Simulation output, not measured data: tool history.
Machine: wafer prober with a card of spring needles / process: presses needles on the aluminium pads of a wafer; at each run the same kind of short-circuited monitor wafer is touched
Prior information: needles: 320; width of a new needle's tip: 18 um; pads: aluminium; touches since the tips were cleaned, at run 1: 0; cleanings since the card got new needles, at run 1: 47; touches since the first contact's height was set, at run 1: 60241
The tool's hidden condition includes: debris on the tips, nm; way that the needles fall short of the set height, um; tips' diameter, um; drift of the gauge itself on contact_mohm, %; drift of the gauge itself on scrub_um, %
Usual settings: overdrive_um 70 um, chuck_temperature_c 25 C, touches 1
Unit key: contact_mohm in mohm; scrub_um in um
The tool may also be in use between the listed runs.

run,hour,overdrive_um,chuck_temperature_c,touches,touches since the tips were cleaned,cleanings since the card got new needles,touches since the first contact's height was set,contact_mohm,scrub_um
1,0,70,25,1,0,47,60241,252,14.18
# hour 14.5: tips cleaned on abrasive film
# hour 29.1: tips cleaned on abrasive film
2,32.3,70,25,1,2005,49,80281,250,14.18
# hour 44.9: tips cleaned on abrasive film
# hour 60.5: tips cleaned on abrasive film
3,73.3,59,25,1,7967,51,105746,257,11.96
# hour 76.8: tips cleaned on abrasive film
# hour 92.9: tips cleaned on abrasive film
4,95.7,59,25,1,1773,53,119631,252,11.93
# hour 108.8: tips cleaned on abrasive film
# hour 123.4: tips cleaned on abrasive film
5,123.4,70,25,2,0,55,136813,252,14.18
# hour 138.6: tips cleaned on abrasive film
# hour 153.5: tips cleaned on abrasive film
6,164.4,70,25,1,6796,57,162279,251,14.22
# hour 169.2: tips cleaned on abrasive film
# hour 183.4: tips cleaned on abrasive film
7,188.8,70,25,1,3358,59,177378,255,14.14
# hour 200: tips cleaned on abrasive film
8,213,70,25,1,8077,60,192445,253,14.16
# hour 215.8: tips cleaned on abrasive film
# hour 229.8: tips cleaned on abrasive film
# hour 232: height of the first contact set anew
# hour 244.8: tips cleaned on abrasive film
9,248.8,70,25,1,2506,63,10420,251,14.16
# hour 260: tips cleaned on abrasive film
# hour 276: tips cleaned on abrasive film
# hour 290.9: tips cleaned on abrasive film
10,291.7,70,25,1,502,66,37031,252,14.14
# hour 306.3: tips cleaned on abrasive film
# hour 320.6: tips cleaned on abrasive film
11,320.6,70,25,1,0,68,54949,249,14.15
# hour 334.7: tips cleaned on abrasive film
# hour 349.5: tips cleaned on abrasive film
12,362.6,70,25,1,8188,70,81072,252,14.18
# hour 364.9: tips cleaned on abrasive film
# hour 378.6: tips cleaned on abrasive film
13,387.6,70,25,1,5626,72,96577,253,14.12
# hour 392.7: tips cleaned on abrasive film
# hour 406.6: tips cleaned on abrasive film
14,417.3,66,25,1,6711,74,114975,258,13.31
# hour 420.8: tips cleaned on abrasive film
# hour 435.8: tips cleaned on abrasive film
# hour 451.2: tips cleaned on abrasive film
15,455.4,66,25,1,2640,77,138604,249,13.34
# hour 467.9: tips cleaned on abrasive film
16,473.9,53,25,2,3772,78,150094,249,10.66
# hour 483.3: tips cleaned on abrasive film
# hour 499: tips cleaned on abrasive film
# hour 514.1: tips cleaned on abrasive film
17,516.8,74,62,1,1732,81,176698,261,14.95
# hour 528.6: tips cleaned on abrasive film
# hour 545: tips cleaned on abrasive film
18,549.9,51,37,3,3061,83,197214,258,10.34
# hour 558.9: tips cleaned on abrasive film
# hour 561.1: height of the first contact set anew
# hour 576.3: tips cleaned on abrasive film
# hour 593.1: tips cleaned on abrasive film
19,593.8,51,37,3,428,86,20289,258,10.35
# hour 606.9: tips cleaned on abrasive film
20,614.3,70,25,2,4629,87,33020,250,14.18
# hour 623.1: tips cleaned on abrasive film
# hour 637.6: tips cleaned on abrasive film
# hour 653.2: tips cleaned on abrasive film
21,653.4,56,48,1,131,90,57226,260,11.29
# hour 668.3: tips cleaned on abrasive film
22,673.3,56,48,1,3086,91,69601,256,11.28
# hour 684: tips cleaned on abrasive film
# hour 699.1: tips cleaned on abrasive film
23,704.1,56,48,1,3079,93,88708,262,11.32
# hour 713: tips cleaned on abrasive film
# hour 727.2: tips cleaned on abrasive film
24,739.5,81,123,1,7638,95,110686,281,16.34
# hour 741.7: tips cleaned on abrasive film
# hour 755.5: tips cleaned on abrasive film
25,766.7,81,60,1,6989,97,127555,264,16.35
# hour 769.6: tips cleaned on abrasive film
# hour 785.2: tips cleaned on abrasive film
# hour 799.3: tips cleaned on abrasive film
26,799.3,54,86,2,0,100,147715,268,10.89
# hour 816.2: tips cleaned on abrasive film
27,820.9,70,25,2,2987,101,161198,250,14.17
# hour 829.9: tips cleaned on abrasive film
# hour 846.7: tips cleaned on abrasive film
28,856.4,73,36,1,6030,103,183201,253,14.78
# hour 862.2: tips cleaned on abrasive film
# hour 876.8: tips cleaned on abrasive film
# hour 889.6: height of the first contact set anew
# hour 892.4: tips cleaned on abrasive film
29,896.2,77,36,1,2388,106,4077,254,15.58

Predict each of these 4 candidate next runs independently; none follows another, all start after run 29:
# hour 906.8: tips cleaned on abrasive film
# hour 922.1: tips cleaned on abrasive film
A,931,77,26,1,5549,108,25687,?,?
# hour 906.8: tips cleaned on abrasive film
# hour 922.1: tips cleaned on abrasive film
B,931,71,49,1,5549,108,25687,?,?
# hour 906.8: tips cleaned on abrasive film
# hour 922.1: tips cleaned on abrasive film
C,931,72,26,1,5549,108,25687,?,?
# hour 906.8: tips cleaned on abrasive film
# hour 922.1: tips cleaned on abrasive film
D,931,86,72,1,5549,108,25687,?,?

run,contact_mohm,scrub_um
A,248,15.63
B,258,14.32
C,254,14.53
D,260,17.39
With no hidden state in the tool, these same runs would have given:
run,contact_mohm,scrub_um
A,248,15.63
B,258,14.32
C,253,14.53
D,260,17.39

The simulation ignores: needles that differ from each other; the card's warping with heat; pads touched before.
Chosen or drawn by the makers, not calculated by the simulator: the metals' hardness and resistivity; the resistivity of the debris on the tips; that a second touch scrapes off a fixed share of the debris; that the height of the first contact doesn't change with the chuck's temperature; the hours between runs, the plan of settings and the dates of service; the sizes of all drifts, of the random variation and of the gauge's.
